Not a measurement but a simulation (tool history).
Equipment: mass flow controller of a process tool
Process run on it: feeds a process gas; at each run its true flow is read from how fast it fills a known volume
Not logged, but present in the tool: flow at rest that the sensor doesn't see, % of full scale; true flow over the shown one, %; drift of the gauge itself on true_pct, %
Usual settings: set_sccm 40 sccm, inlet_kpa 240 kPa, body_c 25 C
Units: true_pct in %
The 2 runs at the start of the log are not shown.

run    hour  set_sccm  inlet_kpa  body_c  hours of work since the controller was set to zero  hours of work since the controller was changed  true_pct
  3   518.8        40        240      25                                                2462                                            2462    101.14
  4   768.2        40        240      25                                                2585                                            2585    101.13
  5  1033.3        40        273      25                                                2717                                            2717    101.24
  6  1171.2        40        191      25                                                2785                                            2785    101.57
  7  1439.3        40        191      25                                                2918                                            2918    101.63
  8  1564.7        40        211      25                                                2980                                            2980    101.69
  9  1794.2        40        211      25                                                3093                                            3093    101.52
 10  1985.3        40        240      25                                                3188                                            3188    101.66
 11  2141.9        40        240      25                                                3265                                            3265    101.55
 12  2312.8        40        274      25                                                3350                                            3350    101.53
 13  2535.7        40        274      25                                                3460                                            3460    101.52
 14  2795.9        40        274      25                                                3589                                            3589    101.66
 15  2928.1        40        240      24                                                3654                                            3654    101.85
 16  3132.1        21        253      23                                                3755                                            3755     102.4
 17  3290.9        40        147      20                                                3834                                            3834    102.58
 18    3466        40        147      20                                                3921                                            3921    102.55

What does the tool deliver on the next run?
 19  3651.2        40        147      20                                                4012                                            4012         ?

{"run 19": {"true_pct": 102.49}}
Were there no unlogged condition in the tool, this run, its random variation unchanged, would have produced true_pct 100.09 %.
